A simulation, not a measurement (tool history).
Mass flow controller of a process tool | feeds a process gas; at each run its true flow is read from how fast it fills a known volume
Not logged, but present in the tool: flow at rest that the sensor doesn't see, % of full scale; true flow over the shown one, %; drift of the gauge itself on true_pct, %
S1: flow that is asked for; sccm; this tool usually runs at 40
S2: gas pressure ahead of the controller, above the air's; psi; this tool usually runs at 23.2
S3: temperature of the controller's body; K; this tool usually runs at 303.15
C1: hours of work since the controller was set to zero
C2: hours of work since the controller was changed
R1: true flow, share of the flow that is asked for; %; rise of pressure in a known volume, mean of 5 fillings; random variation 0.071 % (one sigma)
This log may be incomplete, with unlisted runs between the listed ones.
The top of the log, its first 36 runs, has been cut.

{"run": 37, "hour": 7068.0, "S1": 99, "S2": 20.3, "S3": 312.15, "C1": 4358, "C2": 4358, "R1": 101.04}
{"run": 38, "hour": 7229.4, "S1": 99, "S2": 20.3, "S3": 312.15, "C1": 4420, "C2": 4420, "R1": 101.03}
{"run": 39, "hour": 7484.7, "S1": 99, "S2": 20.3, "S3": 312.15, "C1": 4518, "C2": 4518, "R1": 100.8}
{"run": 40, "hour": 7752.9, "S1": 99, "S2": 20.3, "S3": 312.15, "C1": 4621, "C2": 4621, "R1": 100.59}
{"run": 41, "hour": 7933.6, "S1": 99, "S2": 20.3, "S3": 312.15, "C1": 4691, "C2": 4691, "R1": 100.6}
{"run": 42, "hour": 8055.0, "S1": 35, "S2": 24.5, "S3": 296.15, "C1": 4737, "C2": 4737, "R1": 97.89}
{"run": 43, "hour": 8236.3, "S1": 21, "S2": 22.3, "S3": 298.15, "C1": 4807, "C2": 4807, "R1": 97.68}
{"run": 44, "hour": 8405.3, "S1": 22, "S2": 36.1, "S3": 313.15, "C1": 4872, "C2": 4872, "R1": 99.02}
{"run": 45, "hour": 8660.6, "S1": 20, "S2": 21.2, "S3": 311.15, "C1": 4970, "C2": 4970, "R1": 98.74}
{"run": 46, "hour": 8858.1, "S1": 20, "S2": 36.3, "S3": 311.15, "C1": 5046, "C2": 5046, "R1": 98.42}
{"run": 47, "hour": 9141.6, "S1": 20, "S2": 37, "S3": 299.15, "C1": 5155, "C2": 5155, "R1": 97.14}
{"run": 48, "hour": 9320.1, "S1": 20, "S2": 37, "S3": 299.15, "C1": 5224, "C2": 5224, "R1": 97.03}

Each row is a separate what-if for the run after 48, all from the same tool condition, not one after another. Results?
{"run": "A", "hour": 9501.9, "S1": 73, "S2": 38.9, "S3": 312.15, "C1": 5294, "C2": 5294, "R1": "?"}
{"run": "B", "hour": 9501.9, "S1": 16, "S2": 37, "S3": 299.15, "C1": 5294, "C2": 5294, "R1": "?"}
{"run": "C", "hour": 9501.9, "S1": 40, "S2": 31.6, "S3": 303.15, "C1": 5294, "C2": 5294, "R1": "?"}

run=A R1=99.03
run=B R1=96.88
run=C R1=97.7
Without the tool's hidden state the same runs would have given:
run=A R1=100.82
run=B R1=98.64
run=C R1=99.47
